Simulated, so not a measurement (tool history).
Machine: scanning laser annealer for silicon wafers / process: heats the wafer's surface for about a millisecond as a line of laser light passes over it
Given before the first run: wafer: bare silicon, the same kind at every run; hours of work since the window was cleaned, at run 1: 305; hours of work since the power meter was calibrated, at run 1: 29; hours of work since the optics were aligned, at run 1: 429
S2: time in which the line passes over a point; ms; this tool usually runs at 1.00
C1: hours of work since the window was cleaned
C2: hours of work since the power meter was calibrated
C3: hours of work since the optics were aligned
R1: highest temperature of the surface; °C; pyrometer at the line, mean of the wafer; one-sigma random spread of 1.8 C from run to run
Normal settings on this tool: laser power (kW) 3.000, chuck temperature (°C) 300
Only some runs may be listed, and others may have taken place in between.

run 1 hour=0.0 | laser_power_(kW)=3.000 S2=1.00 chuck_temperature_(°C)=300 | C1=305 C2=29 C3=429 | R1=1052
run 2 hour=29.7 | laser_power_(kW)=3.000 S2=1.00 chuck_temperature_(°C)=287 | C1=323 C2=47 C3=447 | R1=1039
run 3 hour=94.8 | laser_power_(kW)=3.113 S2=1.00 chuck_temperature_(°C)=287 | C1=362 C2=86 C3=486 | R1=1064
run 4 hour=135.5 | laser_power_(kW)=3.113 S2=1.00 chuck_temperature_(°C)=287 | C1=387 C2=111 C3=511 | R1=1059
run 5 hour=179.1 | laser_power_(kW)=3.113 S2=1.00 chuck_temperature_(°C)=276 | C1=413 C2=137 C3=537 | R1=1046
run 6 hour=233.1 | laser_power_(kW)=3.113 S2=1.00 chuck_temperature_(°C)=276 | C1=446 C2=170 C3=570 | R1=1047
-- hour=240.3 window over the wafer cleaned
run 7 hour=297.6 | laser_power_(kW)=3.000 S2=1.00 chuck_temperature_(°C)=300 | C1=35 C2=207 C3=608 | R1=1028
run 8 hour=362.0 | laser_power_(kW)=3.000 S2=1.00 chuck_temperature_(°C)=300 | C1=73 C2=246 C3=646 | R1=1030
run 9 hour=393.5 | laser_power_(kW)=3.000 S2=1.00 chuck_temperature_(°C)=300 | C1=92 C2=265 C3=665 | R1=1026
run 10 hour=451.7 | laser_power_(kW)=3.000 S2=1.00 chuck_temperature_(°C)=300 | C1=128 C2=300 C3=700 | R1=1027
run 11 hour=516.5 | laser_power_(kW)=2.580 S2=1.07 chuck_temperature_(°C)=318 | C1=167 C2=339 C3=740 | R1=962
run 12 hour=556.9 | laser_power_(kW)=2.986 S2=1.07 chuck_temperature_(°C)=309 | C1=191 C2=364 C3=764 | R1=1053
-- hour=575.0 window over the wafer cleaned, once more
run 13 hour=614.7 | laser_power_(kW)=2.911 S2=0.70 chuck_temperature_(°C)=263 | C1=24 C2=397 C3=798 | R1=890
run 14 hour=656.4 | laser_power_(kW)=2.610 S2=0.89 chuck_temperature_(°C)=300 | C1=49 C2=423 C3=823 | R1=925
run 15 hour=715.8 | laser_power_(kW)=2.561 S2=0.94 chuck_temperature_(°C)=300 | C1=85 C2=458 C3=859 | R1=928
run 16 hour=784.1 | laser_power_(kW)=2.888 S2=1.16 chuck_temperature_(°C)=300 | C1=126 C2=500 C3=900 | R1=1078
run 17 hour=852.5 | laser_power_(kW)=3.037 S2=1.00 chuck_temperature_(°C)=296 | C1=167 C2=541 C3=941 | R1=1061
run 18 hour=906.8 | laser_power_(kW)=2.557 S2=1.00 chuck_temperature_(°C)=262 | C1=200 C2=574 C3=974 | R1=902
run 19 hour=953.6 | laser_power_(kW)=2.557 S2=1.00 chuck_temperature_(°C)=262 | C1=228 C2=602 C3=1002 | R1=902

Entry by entry between the runs, the difference in hidden state between the last listed run before and the first listed run after:
In the gap between runs 6 and 7: window over the wafer cleaned (hour 240.3)
  light that passes the window, % of a clean one's: 97.31 -> 95.75; laser's true power over the reading, %: 0.23 -> 0.24; width of the line over the set one, %: 1.49 -> 1.58
  the result without the hidden state subtracted from the measured one, R1: -26 -> -37 °C
In the gap between runs 12 and 13: window over the wafer cleaned, once more (hour 575.0)
  light that passes the window, % of a clean one's: 94.8 -> 99.82; laser's true power over the reading, %: 0.33 -> 0.35; width of the line over the set one, %: 2 -> 2.1
  the result without the hidden state subtracted from the measured one, R1: -46 -> -6 °C
